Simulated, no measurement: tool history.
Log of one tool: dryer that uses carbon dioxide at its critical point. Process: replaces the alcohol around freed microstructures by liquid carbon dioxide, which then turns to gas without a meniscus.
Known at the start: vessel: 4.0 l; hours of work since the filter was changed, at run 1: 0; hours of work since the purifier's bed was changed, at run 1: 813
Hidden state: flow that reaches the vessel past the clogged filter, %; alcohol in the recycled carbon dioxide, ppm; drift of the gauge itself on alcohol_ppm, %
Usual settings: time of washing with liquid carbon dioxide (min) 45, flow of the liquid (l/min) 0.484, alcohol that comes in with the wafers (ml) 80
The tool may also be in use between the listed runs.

| run | hour | time of washing with liquid carbon dioxide (min) | flow of the liquid (l/min) | alcohol that comes in with the wafers (ml) | hours of work since the filter was changed | hours of work since the purifier's bed was changed | alcohol left in the vessel before it's heated (ppm by volume) |
|---|---|---|---|---|---|---|---|
| 1 | 0 | 45 | 0.484 | 80 | 0 | 813 | 441 |
| 2 | 42.6 | 45 | 0.484 | 80 | 22 | 835 | 453 |
| 3 | 77.4 | 45 | 0.484 | 80 | 39 | 853 | 465 |
| 4 | 127.6 | 45 | 0.484 | 80 | 65 | 878 | 454 |
| 5 | 172.5 | 45 | 0.484 | 80 | 87 | 901 | 475 |
| 6 | 202.3 | 45 | 0.484 | 80 | 103 | 916 | 492 |
| 7 | 236.9 | 65 | 0.484 | 80 | 120 | 933 | 156 |
| 8 | 279.4 | 65 | 0.484 | 80 | 142 | 955 | 163 |
| 9 | 310.3 | 41 | 0.484 | 80 | 157 | 971 | 673 |
| 10 | 348.6 | 45 | 0.484 | 80 | 177 | 990 | 535 |
| 11 | 392.9 | 45 | 0.484 | 80 | 199 | 1013 | 535 |
| 12 | 440.8 | 45 | 0.484 | 80 | 224 | 1037 | 556 |
| 13 | 497.7 | 45 | 0.484 | 21 | 252 | 1066 | 224 |
| 14 | 555.6 | 65 | 0.484 | 21 | 282 | 1095 | 124 |
| 15 | 592.9 | 37 | 0.484 | 80 | 301 | 1114 | 1036 |
|  | 622.3 | inlet filter changed |
| 16 | 656.5 | 37 | 0.484 | 80 | 17 | 1146 | 846 |
| 17 | 705.9 | 37 | 0.484 | 80 | 42 | 1171 | 891 |
| 18 | 736 | 61 | 0.733 | 66 | 58 | 1186 | 111 |
| 19 | 779 | 61 | 0.551 | 93 | 79 | 1208 | 173 |
| 20 | 828.9 | 30 | 0.484 | 102 | 105 | 1233 | 1985 |
| 21 | 878.2 | 71 | 0.484 | 32 | 130 | 1258 | 142 |
| 22 | 906.1 | 60 | 0.484 | 76 | 144 | 1272 | 223 |
| 23 | 938.7 | 40 | 0.453 | 27 | 160 | 1289 | 402 |
| 24 | 992.1 | 38 | 0.758 | 62 | 188 | 1316 | 205 |
| 25 | 1040.5 | 41 | 0.484 | 80 | 212 | 1340 | 731 |
| 26 | 1078.8 | 52 | 0.534 | 27 | 232 | 1360 | 171 |
| 27 | 1119.5 | 58 | 0.598 | 118 | 252 | 1380 | 186 |
| 28 | 1145.4 | 47 | 0.719 | 63 | 265 | 1394 | 174 |
| 29 | 1195.1 | 47 | 0.719 | 63 | 291 | 1419 | 170 |
|  | 1239.7 | inlet filter changed |
| 30 | 1251.2 | 47 | 0.719 | 63 | 6 | 1447 | 167 |
| 31 | 1292.7 | 28 | 0.768 | 39 | 27 | 1468 | 312 |

Forecast each of these 4 alternatives for the next run:
|  | 1315.2 | purifier's bed changed |
| A | 1331.6 | 45 | 0.484 | 33 | 45 | 8 | ? |
|  | 1315.2 | purifier's bed changed |
| B | 1331.6 | 48 | 0.443 | 53 | 45 | 8 | ? |
|  | 1315.2 | purifier's bed changed |
| C | 1331.6 | 34 | 0.36 | 38 | 45 | 8 | ? |
|  | 1315.2 | purifier's bed changed |
| D | 1331.6 | 45 | 0.484 | 69 | 45 | 8 | ? |

| run | alcohol left in the vessel before it's heated (ppm by volume) |
|---|---|
| A | 164 |
| B | 291 |
| C | 1064 |
| D | 331 |
Without the tool's hidden state the same runs would have given:
| run | alcohol left in the vessel before it's heated (ppm by volume) |
|---|---|
| A | 156 |
| B | 278 |
| C | 1038 |
| D | 316 |
